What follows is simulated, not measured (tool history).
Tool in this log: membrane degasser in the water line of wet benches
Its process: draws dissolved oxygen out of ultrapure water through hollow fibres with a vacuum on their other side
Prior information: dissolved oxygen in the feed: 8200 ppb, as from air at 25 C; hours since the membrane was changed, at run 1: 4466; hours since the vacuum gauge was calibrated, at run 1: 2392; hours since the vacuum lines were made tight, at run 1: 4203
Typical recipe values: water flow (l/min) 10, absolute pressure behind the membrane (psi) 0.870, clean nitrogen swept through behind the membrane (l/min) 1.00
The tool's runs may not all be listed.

run,day,water flow (l/min),absolute pressure behind the membrane (psi),clean nitrogen swept through behind the membrane (l/min),hours since the membrane was changed,hours since the vacuum gauge was calibrated,hours since the vacuum lines were made tight,dissolved oxygen in the water behind the degasser (ppb),pressure that the water loses in the fibres (psi)
1,0.000,10,0.870,1.00,4466,2392,4203,76.8,7.242
2,2.621,10,0.870,1.00,4529,2455,4266,77.6,7.201
3,8.217,16,0.870,1.00,4663,2589,4401,127.8,11.481
4,12.350,10,0.589,1.00,4762,2689,4500,30.8,7.162
5,18.333,10,0.870,1.00,4906,2832,4643,77.2,7.182
6,23.033,6,0.870,1.00,5019,2945,4756,44.4,4.361
7,25.758,10,0.870,1.00,5084,3010,4822,75.7,7.130
8,31.508,13,0.870,1.00,5222,3148,4960,102.5,9.274
9,35.829,10,0.870,1.00,5326,3252,5063,76.7,7.220
10,40.758,10,0.870,1.00,5444,3370,5182,78.1,7.147
11,45.950,10,1.558,1.00,5569,3495,5306,185.6,7.176
# day 49.858: seals of the vacuum lines changed
12,50.433,10,1.558,1.00,5674,3601,14,188.2,7.107
13,55.975,10,1.558,1.00,5807,3734,147,181.1,7.192
14,61.529,10,0.790,1.00,5940,3867,280,64.7,7.192
15,64.308,10,0.870,1.00,6007,3934,347,76.6,7.205
16,69.750,10,0.870,2.09,6138,4064,477,42.9,7.179
17,74.388,10,0.870,2.09,6249,4176,589,43.3,7.190
18,78.283,9,1.710,1.00,6343,4269,682,187.5,6.470
19,82.162,8,0.525,1.47,6436,4362,775,11.9,5.773

Predict the results of run 20:
20,84.712,8,0.525,1.47,6497,4423,836,?,?

{"run 20": {"dissolved oxygen in the water behind the degasser (ppb)": 11.4, "pressure that the water loses in the fibres (psi)": 5.687}}
With the hidden condition absent and the run-to-run variation left alone, this run would have shown dissolved oxygen in the water behind the degasser (ppb) 11.3, pressure that the water loses in the fibres (psi) 5.683.
